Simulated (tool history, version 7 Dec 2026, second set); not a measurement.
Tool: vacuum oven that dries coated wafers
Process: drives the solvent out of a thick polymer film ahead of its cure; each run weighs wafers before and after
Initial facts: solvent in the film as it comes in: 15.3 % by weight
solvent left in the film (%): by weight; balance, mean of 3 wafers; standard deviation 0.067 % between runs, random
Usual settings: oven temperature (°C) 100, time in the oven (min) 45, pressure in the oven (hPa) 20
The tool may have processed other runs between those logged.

{"run": 1, "hour": 0.0, "oven temperature (°C)": 100, "time in the oven (min)": 45, "pressure in the oven (hPa)": 20, "solvent left in the film (%)": 5.05}
{"run": 2, "hour": 41.7, "oven temperature (°C)": 100, "time in the oven (min)": 25, "pressure in the oven (hPa)": 20, "solvent left in the film (%)": 7.04}
{"run": 3, "hour": 82.3, "oven temperature (°C)": 100, "time in the oven (min)": 25, "pressure in the oven (hPa)": 20, "solvent left in the film (%)": 7.05}
{"run": 4, "hour": 134.4, "oven temperature (°C)": 100, "time in the oven (min)": 25, "pressure in the oven (hPa)": 20, "solvent left in the film (%)": 7.14}
{"run": 5, "hour": 170.8, "oven temperature (°C)": 100, "time in the oven (min)": 61, "pressure in the oven (hPa)": 20, "solvent left in the film (%)": 4.29}
{"run": 6, "hour": 219.5, "oven temperature (°C)": 100, "time in the oven (min)": 61, "pressure in the oven (hPa)": 20, "solvent left in the film (%)": 4.38}
{"run": 7, "hour": 271.6, "oven temperature (°C)": 100, "time in the oven (min)": 35, "pressure in the oven (hPa)": 20, "solvent left in the film (%)": 6.08}
{"run": 8, "hour": 297.3, "oven temperature (°C)": 100, "time in the oven (min)": 35, "pressure in the oven (hPa)": 20, "solvent left in the film (%)": 6.12}
{"run": 9, "hour": 346.3, "oven temperature (°C)": 100, "time in the oven (min)": 35, "pressure in the oven (hPa)": 20, "solvent left in the film (%)": 6.02}
{"run": 10, "hour": 389.3, "oven temperature (°C)": 100, "time in the oven (min)": 45, "pressure in the oven (hPa)": 20, "solvent left in the film (%)": 5.25}
{"run": 11, "hour": 422.5, "oven temperature (°C)": 100, "time in the oven (min)": 45, "pressure in the oven (hPa)": 20, "solvent left in the film (%)": 5.25}
{"run": 12, "hour": 462.8, "oven temperature (°C)": 100, "time in the oven (min)": 45, "pressure in the oven (hPa)": 20, "solvent left in the film (%)": 5.37}
{"run": 13, "hour": 497.8, "oven temperature (°C)": 100, "time in the oven (min)": 45, "pressure in the oven (hPa)": 10.2, "solvent left in the film (%)": 4.42}
{"run": 14, "hour": 535.1, "oven temperature (°C)": 100, "time in the oven (min)": 45, "pressure in the oven (hPa)": 20, "solvent left in the film (%)": 5.4}
{"hour": 541.9, "done": "oven's thermocouples calibrated"}
{"run": 15, "hour": 568.0, "oven temperature (°C)": 100, "time in the oven (min)": 45, "pressure in the oven (hPa)": 20, "solvent left in the film (%)": 5.41}
{"run": 16, "hour": 621.2, "oven temperature (°C)": 100, "time in the oven (min)": 45, "pressure in the oven (hPa)": 20, "solvent left in the film (%)": 5.54}
{"run": 17, "hour": 672.7, "oven temperature (°C)": 100, "time in the oven (min)": 45, "pressure in the oven (hPa)": 20, "solvent left in the film (%)": 5.55}
{"run": 18, "hour": 710.7, "oven temperature (°C)": 100, "time in the oven (min)": 45, "pressure in the oven (hPa)": 60.2, "solvent left in the film (%)": 9.94}
{"run": 19, "hour": 743.4, "oven temperature (°C)": 100, "time in the oven (min)": 45, "pressure in the oven (hPa)": 20, "solvent left in the film (%)": 5.72}
{"run": 20, "hour": 790.6, "oven temperature (°C)": 100, "time in the oven (min)": 45, "pressure in the oven (hPa)": 20, "solvent left in the film (%)": 5.69}
{"run": 21, "hour": 814.4, "oven temperature (°C)": 100, "time in the oven (min)": 45, "pressure in the oven (hPa)": 20, "solvent left in the film (%)": 5.84}
{"hour": 834.8, "done": "vacuum gauge cleaned of residue and calibrated"}
{"hour": 840.1, "done": "oven's thermocouples calibrated, once more"}
{"run": 22, "hour": 853.2, "oven temperature (°C)": 100, "time in the oven (min)": 45, "pressure in the oven (hPa)": 20, "solvent left in the film (%)": 4.5}
{"run": 23, "hour": 902.1, "oven temperature (°C)": 100, "time in the oven (min)": 45, "pressure in the oven (hPa)": 65.3, "solvent left in the film (%)": 9}
{"run": 24, "hour": 926.1, "oven temperature (°C)": 100, "time in the oven (min)": 45, "pressure in the oven (hPa)": 65.3, "solvent left in the film (%)": 9.32}
{"run": 25, "hour": 951.8, "oven temperature (°C)": 100, "time in the oven (min)": 45, "pressure in the oven (hPa)": 65.3, "solvent left in the film (%)": 9.31}
{"run": 26, "hour": 998.6, "oven temperature (°C)": 100, "time in the oven (min)": 45, "pressure in the oven (hPa)": 65.3, "solvent left in the film (%)": 9.37}
{"run": 27, "hour": 1027.2, "oven temperature (°C)": 100, "time in the oven (min)": 46, "pressure in the oven (hPa)": 78, "solvent left in the film (%)": 10.9}
{"run": 28, "hour": 1076.5, "oven temperature (°C)": 100, "time in the oven (min)": 46, "pressure in the oven (hPa)": 78, "solvent left in the film (%)": 10.57}
{"run": 29, "hour": 1106.8, "oven temperature (°C)": 110, "time in the oven (min)": 45, "pressure in the oven (hPa)": 18.6, "solvent left in the film (%)": 2.26}
{"run": 30, "hour": 1132.8, "oven temperature (°C)": 89, "time in the oven (min)": 22, "pressure in the oven (hPa)": 18.6, "solvent left in the film (%)": 10.33}
{"run": 31, "hour": 1185.2, "oven temperature (°C)": 89, "time in the oven (min)": 22, "pressure in the oven (hPa)": 18.6, "solvent left in the film (%)": 10.52}
{"run": 32, "hour": 1231.5, "oven temperature (°C)": 89, "time in the oven (min)": 22, "pressure in the oven (hPa)": 18.6, "solvent left in the film (%)": 10.14}
{"run": 33, "hour": 1253.9, "oven temperature (°C)": 89, "time in the oven (min)": 22, "pressure in the oven (hPa)": 18.6, "solvent left in the film (%)": 10.4}
{"run": 34, "hour": 1301.7, "oven temperature (°C)": 107, "time in the oven (min)": 64, "pressure in the oven (hPa)": 17.4, "solvent left in the film (%)": 2.14}
{"run": 35, "hour": 1333.9, "oven temperature (°C)": 114, "time in the oven (min)": 44, "pressure in the oven (hPa)": 61.3, "solvent left in the film (%)": 5.1}

What does the tool deliver on the next run?
{"run": 36, "hour": 1376.5, "oven temperature (°C)": 114, "time in the oven (min)": 45, "pressure in the oven (hPa)": 60.8, "solvent left in the film (%)": "?"}

solvent left in the film (%): 5.02
Without the tool's hidden state the same run would have given solvent left in the film (%) 4.75.
